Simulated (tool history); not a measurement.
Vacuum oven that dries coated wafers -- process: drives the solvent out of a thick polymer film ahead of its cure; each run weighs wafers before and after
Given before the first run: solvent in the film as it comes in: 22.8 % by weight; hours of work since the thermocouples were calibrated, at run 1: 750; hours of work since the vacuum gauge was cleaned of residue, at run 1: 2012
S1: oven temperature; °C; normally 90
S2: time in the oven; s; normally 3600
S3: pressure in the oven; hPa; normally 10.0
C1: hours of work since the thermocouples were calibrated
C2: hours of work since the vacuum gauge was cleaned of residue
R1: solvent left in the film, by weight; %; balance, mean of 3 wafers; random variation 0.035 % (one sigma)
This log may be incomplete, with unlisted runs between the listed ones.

Run 1, hour 0.0: usual settings; C1 750; C2 2012. Result: R1 2.58 %.
At hour 8.8: vacuum gauge cleaned of residue and calibrated.
Run 2, hour 78.6: usual settings; C1 806; C2 50. Result: R1 2.39 %.
Run 3, hour 191.8: usual settings; C1 887; C2 131. Result: R1 2.46 %.
Run 4, hour 293.4: usual settings but S3 40.0 hPa; C1 959; C2 204. Result: R1 4.07 %.
At hour 381.3: oven's thermocouples calibrated.
Run 5, hour 425.3: usual settings but S3 40.0 hPa; C1 31; C2 297. Result: R1 3.69 %.
Run 6, hour 526.3: usual settings but S2 4200 s; C1 104; C2 369. Result: R1 1.70 %.
Run 7, hour 621.3: usual settings; C1 172; C2 437. Result: R1 2.31 %.
Run 8, hour 712.4: usual settings but S3 23.7 hPa; C1 237; C2 503. Result: R1 3.10 %.
Run 9, hour 809.2: usual settings but S1 87 °C, S3 23.7 hPa; C1 306; C2 572. Result: R1 4.14 %.
Run 10, hour 935.1: usual settings but S1 87 °C, S3 23.7 hPa; C1 397; C2 662. Result: R1 4.14 %.
Run 11, hour 1020.3: usual settings but S1 79 °C; C1 458; C2 723. Result: R1 6.68 %.
Run 12, hour 1102.1: usual settings but S3 22.2 hPa; C1 516; C2 782. Result: R1 3.17 %.
Run 13, hour 1223.1: usual settings but S3 15.6 hPa; C1 603; C2 868. Result: R1 2.87 %.
Run 14, hour 1339.7: usual settings; C1 687; C2 952. Result: R1 2.65 %.
Run 15, hour 1405.5: usual settings; C1 734; C2 999. Result: R1 2.70 %.
Run 16, hour 1478.5: usual settings; C1 786; C2 1051. Result: R1 2.73 %.
Run 17, hour 1564.4: usual settings but S1 94 °C, S2 4680 s; C1 847; C2 1113. Result: R1 1.15 %.
Run 18, hour 1689.8: usual settings but S1 103 °C, S3 13.2 hPa; C1 937; C2 1203. Result: R1 0.79 %.
Run 19, hour 1783.2: usual settings but S1 81 °C, S2 4560 s, S3 13.2 hPa; C1 1004; C2 1270. Result: R1 5.13 %.
At hour 1811.1: oven's thermocouples calibrated.
Run 20, hour 1838.9: usual settings but S1 84 °C, S3 13.3 hPa; C1 20; C2 1308. Result: R1 4.55 %.
Run 21, hour 1924.6: usual settings but S2 2580 s, S3 5.7 hPa; C1 81; C2 1370. Result: R1 3.81 %.
Run 22, hour 2006.2: usual settings but S1 79 °C, S2 3780 s, S3 15.8 hPa; C1 140; C2 1428. Result: R1 6.62 %.
Run 23, hour 2069.2: usual settings but S3 25.2 hPa; C1 185; C2 1473. Result: R1 3.20 %.
Run 24, hour 2136.3: usual settings but S3 25.2 hPa; C1 233; C2 1521. Result: R1 3.31 %.
Run 25, hour 2243.5: usual settings but S2 1920 s, S3 35.8 hPa; C1 310; C2 1598. Result: R1 7.19 %.
Run 26, hour 2342.4: usual settings but S2 1920 s, S3 5.6 hPa; C1 381; C2 1669. Result: R1 5.91 %.
Run 27, hour 2455.4: usual settings but S2 1920 s, S3 5.6 hPa; C1 462; C2 1750. Result: R1 5.95 %.
Run 28, hour 2586.7: usual settings but S2 1920 s, S3 5.6 hPa; C1 556; C2 1844. Result: R1 6.01 %.
Run 29, hour 2655.6: usual settings but S1 88 °C; C1 605; C2 1893. Result: R1 3.42 %.
Run 30, hour 2753.7: usual settings but S1 88 °C; C1 675; C2 1963. Result: R1 3.42 %.
Run 31, hour 2814.5: usual settings but S1 88 °C; C1 719; C2 2007. Result: R1 3.54 %.

Branching from run 31: 4 alternative next runs. What would each branch give?
At hour 2836.5: vacuum gauge cleaned of residue and calibrated.
Run A, hour 2900.2: usual settings but S1 87 °C, S2 3000 s, S3 35.4 hPa; C1 779; C2 46. Result: R1 ?.
At hour 2836.5: vacuum gauge cleaned of residue and calibrated.
Run B, hour 2900.2: usual settings but S1 75 °C; C1 779; C2 46. Result: R1 ?.
At hour 2836.5: vacuum gauge cleaned of residue and calibrated.
Run C, hour 2900.2: usual settings but S1 98 °C, S2 2340 s, S3 10.2 hPa; C1 779; C2 46. Result: R1 ?.
At hour 2836.5: vacuum gauge cleaned of residue and calibrated.
Run D, hour 2900.2: usual settings but S1 88 °C, S2 2340 s, S3 7.7 hPa; C1 779; C2 46. Result: R1 ?.

run    R1
  A  5.98
  B  8.75
  C  2.26
  D  5.69
With the hidden condition removed and each run's random variation left untouched, the same runs would have given:
run    R1
  A  5.25
  B  7.93
  C  1.82
  D  4.95
